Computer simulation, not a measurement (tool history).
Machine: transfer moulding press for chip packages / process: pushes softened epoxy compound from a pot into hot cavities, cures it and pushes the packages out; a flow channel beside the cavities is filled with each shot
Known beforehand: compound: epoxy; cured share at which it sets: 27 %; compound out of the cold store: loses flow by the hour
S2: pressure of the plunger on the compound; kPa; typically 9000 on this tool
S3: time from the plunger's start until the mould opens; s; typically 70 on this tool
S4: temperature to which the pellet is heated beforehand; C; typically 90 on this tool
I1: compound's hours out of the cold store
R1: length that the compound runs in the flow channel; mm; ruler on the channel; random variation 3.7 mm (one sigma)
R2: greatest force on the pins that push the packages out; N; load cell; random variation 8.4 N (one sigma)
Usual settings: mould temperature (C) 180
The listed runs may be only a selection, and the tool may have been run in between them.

run 1 day=0 | mould_temperature_(C)=180 S2=9000 S3=70 S4=90 | I1=39.8 | R1=745 R2=377
-- day=1.558 cavities cleaned with cleaning compound and waxed
run 2 day=2.246 | mould_temperature_(C)=180 S2=9000 S3=70 S4=90 | I1=27.5 | R1=808 R2=588
-- day=3.196 cavities cleaned with cleaning compound and waxed
run 3 day=4.433 | mould_temperature_(C)=180 S2=9000 S3=70 S4=90 | I1=23 | R1=823 R2=663
-- day=4.767 cavities cleaned with cleaning compound and waxed
run 4 day=6.212 | mould_temperature_(C)=180 S2=9000 S3=70 S4=90 | I1=33 | R1=771 R2=664
-- day=6.412 cavities cleaned with cleaning compound and waxed
run 5 day=7.846 | mould_temperature_(C)=180 S2=9000 S3=70 S4=90 | I1=46.2 | R1=707 R2=621
-- day=8.021 cavities cleaned with cleaning compound and waxed
run 6 day=9.479 | mould_temperature_(C)=180 S2=9000 S3=70 S4=90 | I1=29.5 | R1=774 R2=697
-- day=9.696 cavities cleaned with cleaning compound and waxed
-- day=11.317 cavities cleaned with cleaning compound and waxed
run 7 day=11.329 | mould_temperature_(C)=180 S2=9000 S3=70 S4=90 | I1=36.4 | R1=743 R2=401
-- day=13.004 cavities cleaned with cleaning compound and waxed
run 8 day=13.329 | mould_temperature_(C)=180 S2=9000 S3=70 S4=90 | I1=24.1 | R1=795 R2=495
-- day=14.633 cavities cleaned with cleaning compound and waxed
run 9 day=15.346 | mould_temperature_(C)=180 S2=9000 S3=99 S4=90 | I1=32.4 | R1=750 R2=397
-- day=15.975 plunger's sealing rings changed
-- day=16.425 cavities cleaned with cleaning compound and waxed
run 10 day=17.783 | mould_temperature_(C)=180 S2=9000 S3=99 S4=90 | I1=44.2 | R1=727 R2=471
-- day=18.038 cavities cleaned with cleaning compound and waxed
-- day=19.642 cavities cleaned with cleaning compound and waxed
run 11 day=19.688 | mould_temperature_(C)=180 S2=9000 S3=99 S4=90 | I1=9.4 | R1=906 R2=281
-- day=21.233 cavities cleaned with cleaning compound and waxed
run 12 day=21.275 | mould_temperature_(C)=180 S2=9000 S3=99 S4=90 | I1=12.3 | R1=888 R2=276
run 13 day=22.483 | mould_temperature_(C)=180 S2=9000 S3=99 S4=90 | I1=20.7 | R1=835 R2=459
-- day=22.825 cavities cleaned with cleaning compound and waxed
-- day=24.404 cavities cleaned with cleaning compound and waxed
run 14 day=24.404 | mould_temperature_(C)=180 S2=9000 S3=68 S4=90 | I1=26.9 | R1=798 R2=436
-- day=25.992 cavities cleaned with cleaning compound and waxed
run 15 day=26.317 | mould_temperature_(C)=180 S2=9000 S3=68 S4=90 | I1=44.7 | R1=714 R2=519
-- day=27.567 cavities cleaned with cleaning compound and waxed
run 16 day=28.546 | mould_temperature_(C)=179 S2=9000 S3=68 S4=84 | I1=19.5 | R1=838 R2=754
-- day=29.267 cavities cleaned with cleaning compound and waxed
-- day=29.521 mould's thermocouples calibrated
run 17 day=30.712 | mould_temperature_(C)=176 S2=6810 S3=72 S4=90 | I1=34.1 | R1=661 R2=793
-- day=30.983 cavities cleaned with cleaning compound and waxed
-- day=32.567 cavities cleaned with cleaning compound and waxed
run 18 day=33.138 | mould_temperature_(C)=180 S2=9000 S3=104 S4=90 | I1=17.8 | R1=823 R2=368
-- day=34.142 cavities cleaned with cleaning compound and waxed
-- day=35.038 plunger's sealing rings changed
run 19 day=35.517 | mould_temperature_(C)=180 S2=9000 S3=104 S4=90 | I1=20.4 | R1=851 R2=445

What does the tool deliver on the next run?
-- day=35.858 cavities cleaned with cleaning compound and waxed
run 20 day=36.675 | mould_temperature_(C)=180 S2=9000 S3=104 S4=90 | I1=13.5 | R1=? R2=?

R1: 892 mm
R2: 412 N
Minus the tool's unlogged condition, the same run would have read R1 898 mm, R2 264 N.

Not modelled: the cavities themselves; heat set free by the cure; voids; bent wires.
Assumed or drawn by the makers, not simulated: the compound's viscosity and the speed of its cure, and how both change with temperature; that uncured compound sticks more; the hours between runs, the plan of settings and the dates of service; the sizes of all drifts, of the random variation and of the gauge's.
